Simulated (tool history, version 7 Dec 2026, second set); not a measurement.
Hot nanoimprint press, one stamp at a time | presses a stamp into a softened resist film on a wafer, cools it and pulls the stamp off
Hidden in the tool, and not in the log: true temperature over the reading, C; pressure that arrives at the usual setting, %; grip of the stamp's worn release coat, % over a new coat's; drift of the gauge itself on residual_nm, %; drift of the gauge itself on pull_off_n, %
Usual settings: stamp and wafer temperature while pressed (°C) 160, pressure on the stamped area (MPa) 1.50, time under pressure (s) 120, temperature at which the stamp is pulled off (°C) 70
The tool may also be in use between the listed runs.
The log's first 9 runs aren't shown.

run,hour,stamp and wafer temperature while pressed (°C),pressure on the stamped area (MPa),time under pressure (s),temperature at which the stamp is pulled off (°C),hours of work since the thermocouple was calibrated,imprints on the stamp's release coat,hours of work since the press's seals were changed,resist left under the stamp's widest pad (nm),greatest force while the stamp is pulled off (N)
10,111.7,171,1.50,120,70,262,452,460,58.6,250
11,120.1,171,1.50,120,70,268,480,465,58.5,258
12,130.9,153,1.50,120,70,275,515,472,133.4,255
13,139.6,153,1.50,120,70,280,544,478,133.3,258
# hour 143.4: plate thermocouple calibrated
14,151.2,153,1.50,120,70,5,572,483,132.2,253
15,164.3,159,1.50,120,70,13,615,492,102.8,253
16,177.9,159,1.50,120,70,22,660,500,102.4,267
17,194.4,155,2.35,120,68,33,714,511,103.6,277
18,211.9,171,1.98,204,55,44,772,522,40.7,348
19,229.5,171,1.98,204,55,55,830,534,40.2,356
# hour 238.0: plate thermocouple calibrated, once more
20,246.0,149,1.61,72,70,5,875,542,168.7,277
21,259.9,166,2.37,171,70,14,921,551,53.7,276

Forecast run 22:
22,271.9,166,2.37,171,70,22,960,559,?,?

Run 22 gave resist left under the stamp's widest pad (nm) 52.7, greatest force while the stamp is pulled off (N) 272.
Without the tool's hidden state the same run would have given resist left under the stamp's widest pad (nm) 51.9, greatest force while the stamp is pulled off (N) 229.

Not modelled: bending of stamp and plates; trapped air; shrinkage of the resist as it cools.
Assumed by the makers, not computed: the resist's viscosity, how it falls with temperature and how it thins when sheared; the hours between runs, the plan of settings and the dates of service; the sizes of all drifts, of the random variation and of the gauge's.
